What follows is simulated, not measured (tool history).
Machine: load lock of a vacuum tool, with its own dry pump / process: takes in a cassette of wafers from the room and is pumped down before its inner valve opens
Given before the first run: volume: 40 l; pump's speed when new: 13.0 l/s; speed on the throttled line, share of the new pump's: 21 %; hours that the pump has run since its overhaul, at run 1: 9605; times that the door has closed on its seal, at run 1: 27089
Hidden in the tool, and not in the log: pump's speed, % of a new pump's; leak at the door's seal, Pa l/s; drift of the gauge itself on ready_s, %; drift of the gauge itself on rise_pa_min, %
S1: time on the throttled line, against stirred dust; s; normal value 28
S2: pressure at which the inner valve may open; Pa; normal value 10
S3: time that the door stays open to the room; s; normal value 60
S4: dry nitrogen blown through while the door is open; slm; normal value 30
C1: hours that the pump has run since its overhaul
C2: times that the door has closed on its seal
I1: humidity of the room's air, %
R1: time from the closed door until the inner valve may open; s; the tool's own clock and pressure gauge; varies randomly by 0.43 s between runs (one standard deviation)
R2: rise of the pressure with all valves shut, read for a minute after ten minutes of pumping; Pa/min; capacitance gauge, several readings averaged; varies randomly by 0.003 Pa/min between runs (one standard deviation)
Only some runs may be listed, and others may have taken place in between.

run     hour  S1  S2   S3  S4     C1     C2    I1    R1     R2
  1      0.0  28  10   60  30   9605  27089  45.3  51.3  0.031
  2    412.5  28  10   60  30  10018  27602  48.3  50.9  0.034
  3    956.2  28  10   60  30  10561  28278  46.5  50.3  0.029
  4   1295.7  28  10   60  30  10901  28700  46.9  51.2  0.035
  5   1834.4  28  10   60  30  11440  29370  46.1  51.2  0.030
  6   2291.9  28  10   60  30  11897  29939  45.4  50.7  0.029
  7   2557.3  28  10   60  30  12162  30268  48.0  50.4  0.029
  8   3140.4  28  10   50  30  12746  30993  42.8  50.9  0.028
  9   3513.8  28  10   60  30  13119  31457  48.9  50.8  0.032
 10   4061.8  28  20   60  30  13667  32139  47.4  49.2  0.034
 11   4307.5  28  20   60  30  13913  32444  45.3  47.8  0.029
 12   4707.2  28  10   60  30  14312  32941  45.4  51.0  0.030
 13   5084.8  16  10   60  30  14690  33411  43.7  40.8  0.032
 14   5435.3  28  10   60  30  15040  33846  45.8  50.6  0.028
 15   5736.6  30  10   31  39  15342  34221  43.7  52.0  0.013
 16   6153.5  28  10  127  12  15759  34739  42.6  51.2  0.065
 17   6727.4  14   8  104  12  16333  35453  44.2  40.5  0.054
 18   7130.8  14   8  104  12  16736  35954  45.8  40.2  0.064
 19   7701.0  28  10   38  25  17306  36663  44.8  50.7  0.030
 20   8023.8  25  14   38  40  17629  37064  43.4  47.1  0.018
      8309.7  -- dry pump taken out, an overhauled one fitted
 21   8591.6  25  14   38  40    282  37763  45.5  46.8  0.021
 22   9023.5  25  14   38  40    714  38299  41.6  47.8  0.017
 23   9586.6  15  15   41  25   1277  39000  45.5  39.0  0.030
 24  10025.7  51  12   28  10   1716  39545  43.1  68.6  0.029
 25  10590.8  16  10   60  30   2281  40248  42.7  41.1  0.030
 26  11140.7  28   8   60   5   2831  40932  46.3  51.2  0.059
 27  11400.9  24   8   98   5   3091  41255  46.1  48.4  0.080

Take each entry between the runs: how does the hidden state at the last listed run before it differ from the hidden state at the first listed run after it?
Between runs 20 and 21: dry pump taken out, an overhauled one fitted (hour 8309.7)
  pump's speed, % of a new pump's: 99.9 -> 100
